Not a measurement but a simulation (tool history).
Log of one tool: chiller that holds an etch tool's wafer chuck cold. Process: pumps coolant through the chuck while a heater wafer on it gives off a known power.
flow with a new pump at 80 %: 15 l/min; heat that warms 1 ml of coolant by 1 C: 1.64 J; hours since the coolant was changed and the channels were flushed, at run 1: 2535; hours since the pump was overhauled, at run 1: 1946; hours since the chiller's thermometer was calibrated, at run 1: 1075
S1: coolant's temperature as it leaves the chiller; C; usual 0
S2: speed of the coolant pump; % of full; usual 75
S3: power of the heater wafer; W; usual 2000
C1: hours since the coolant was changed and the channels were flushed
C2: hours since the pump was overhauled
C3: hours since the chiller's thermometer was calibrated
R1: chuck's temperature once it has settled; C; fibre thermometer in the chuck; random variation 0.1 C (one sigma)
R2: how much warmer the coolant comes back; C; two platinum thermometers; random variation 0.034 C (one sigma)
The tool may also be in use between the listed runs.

run,hour,S1,S2,S3,C1,C2,C3,R1,R2
1,0,0,75,2000,2535,1946,1075,23.9,5.5
2,105.5,0,75,2000,2640,2052,1181,23.7,5.51
3,169.2,0,75,2000,2704,2115,1245,23.9,5.5
4,269.4,0,75,2000,2804,2215,1345,24,5.49
5,354.7,0,75,1977,2889,2301,1430,23.9,5.5
6,447.9,0,75,1977,2983,2394,1523,23.9,5.43
7,527.5,0,75,1977,3062,2474,1603,24.1,5.48
8,613.6,0,75,2000,3148,2560,1689,24.6,5.54
9,695.4,0,75,2000,3230,2641,1771,24.8,5.56
10,748,0,75,2000,3283,2694,1823,24.7,5.58
11,845.9,0,75,2000,3381,2792,1921,24.9,5.49
12,947.7,0,75,2000,3482,2894,2023,25.2,5.6
13,1004.3,0,75,1677,3539,2950,2080,21.2,4.7
14,1074,0,75,1256,3609,3020,2149,16.1,3.49
15,1119.4,0,75,1256,3654,3065,2195,16,3.53
16,1224.1,7,75,1256,3759,3170,2300,23.1,3.43
17,1287.5,7,75,1256,3822,3234,2363,23,3.5
# hour 1338: coolant changed, channels flushed
18,1355.3,-9,92,2000,17,3295,2425,10,4.58
19,1441.2,4,80,2000,103,3381,2511,25.4,5.29
20,1525,7,60,2000,187,3465,2594,33.8,7.19
21,1628.6,0,67,2031,291,3569,2698,25.3,6.48
22,1713.1,2,75,2694,375,3653,2783,32.6,7.7
23,1785.1,2,75,2694,447,3725,2855,32.7,7.69
24,1852,-9,75,1002,514,3792,2921,2.5,2.88
25,1926.6,-9,75,1002,589,3867,2996,2.8,2.84
26,2019.6,0,74,1777,682,3960,3089,21.2,5.18
27,2073.3,9,75,2000,735,4013,3143,32.3,5.79
28,2154.5,-3,100,1293,817,4095,3224,9.3,2.75
29,2216.4,-3,70,2540,878,4156,3286,28.4,7.88
30,2312.3,-3,75,2986,974,4252,3382,32.1,8.62
31,2374,-3,75,2986,1036,4314,3443,32.3,8.6
32,2467.1,-3,75,2986,1129,4407,3537,32.5,8.66

3 ways to go on from here, each from the tool as it stands after run 32. What would each give?
A,2563,7,75,2000,1225,4503,3632,?,?
B,2563,0,87,1601,1225,4503,3632,?,?
C,2563,0,75,1091,1225,4503,3632,?,?

run,R1,R2
A,31,5.84
B,17.2,3.93
C,13.4,3.18
Without the tool's hidden state the same runs would have given:
run,R1,R2
A,27.6,5.24
B,14.6,3.52
C,11.2,2.85
